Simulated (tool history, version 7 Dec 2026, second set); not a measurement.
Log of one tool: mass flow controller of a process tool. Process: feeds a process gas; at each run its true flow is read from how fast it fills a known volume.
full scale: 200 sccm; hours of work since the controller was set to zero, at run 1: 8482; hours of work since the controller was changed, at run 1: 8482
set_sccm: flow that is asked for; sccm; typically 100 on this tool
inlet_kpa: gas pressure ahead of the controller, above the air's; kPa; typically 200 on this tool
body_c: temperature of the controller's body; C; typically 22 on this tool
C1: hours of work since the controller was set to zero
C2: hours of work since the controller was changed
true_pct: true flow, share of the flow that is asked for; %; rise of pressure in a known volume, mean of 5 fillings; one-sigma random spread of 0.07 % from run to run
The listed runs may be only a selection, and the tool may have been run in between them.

Run 1, hour 0.0: usual settings; C1 8482; C2 8482. Result: true_pct 94.74 %.
At hour 235.0: controller's zero set anew.
Run 2, hour 247.9: usual settings but set_sccm 116 sccm; C1 7; C2 8617. Result: true_pct 94.37 %.
At hour 456.2: controller exchanged for a calibrated one.
Run 3, hour 736.8: usual settings; C1 153; C2 153. Result: true_pct 99.01 %.
Run 4, hour 1007.0: usual settings; C1 300; C2 300. Result: true_pct 98.92 %.
Run 5, hour 1525.2: usual settings but set_sccm 23 sccm; C1 583; C2 583. Result: true_pct 97.67 %.
Run 6, hour 2028.9: usual settings but set_sccm 23 sccm, inlet_kpa 164 kPa; C1 858; C2 858. Result: true_pct 97.42 %.
Run 7, hour 2321.8: usual settings but inlet_kpa 150 kPa; C1 1018; C2 1018. Result: true_pct 98.49 %.
Run 8, hour 2653.7: usual settings but set_sccm 192 sccm; C1 1199; C2 1199. Result: true_pct 99.27 %.
Run 9, hour 3118.7: usual settings but set_sccm 91 sccm, body_c 32 C; C1 1452; C2 1452. Result: true_pct 98.89 %.
At hour 3427.2: controller's zero set anew, once more.
Run 10, hour 3554.4: usual settings but set_sccm 35 sccm, inlet_kpa 202 kPa, body_c 36 C; C1 69; C2 1690. Result: true_pct 98.67 %.
Run 11, hour 3935.7: usual settings but set_sccm 130 sccm, inlet_kpa 219 kPa; C1 277; C2 1898. Result: true_pct 98.79 %.
Run 12, hour 4488.4: usual settings but set_sccm 118 sccm, body_c 24 C; C1 579; C2 2199. Result: true_pct 98.55 %.
Run 13, hour 4771.6: usual settings but set_sccm 34 sccm, body_c 23 C; C1 733; C2 2354. Result: true_pct 97.33 %.
Run 14, hour 5318.0: usual settings but set_sccm 34 sccm, body_c 27 C; C1 1031; C2 2652. Result: true_pct 97.36 %.
Run 15, hour 5828.0: usual settings but set_sccm 23 sccm, body_c 32 C; C1 1310; C2 2930. Result: true_pct 96.84 %.
Run 16, hour 6384.2: usual settings but set_sccm 34 sccm, inlet_kpa 276 kPa; C1 1613; C2 3233. Result: true_pct 96.96 %.

Forecast each of these 4 alternatives for the next run:
Run A, hour 6867.9: usual settings but set_sccm 37 sccm, inlet_kpa 276 kPa; C1 1877; C2 3497. Result: true_pct ?.
Run B, hour 6867.9: usual settings but inlet_kpa 244 kPa, body_c 20 C; C1 1877; C2 3497. Result: true_pct ?.
Run C, hour 6867.9: usual settings but set_sccm 25 sccm, inlet_kpa 276 kPa, body_c 23 C; C1 1877; C2 3497. Result: true_pct ?.
Run D, hour 6867.9: usual settings but set_sccm 24 sccm, body_c 34 C; C1 1877; C2 3497. Result: true_pct ?.

run  true_pct
  A     96.76
  B     97.64
  C     96.23
  D     96.68
Take away the tool's hidden state, keep each run's random variation, and the runs would have read:
run  true_pct
  A     98.82
  B     99.04
  C     98.80
  D     99.32
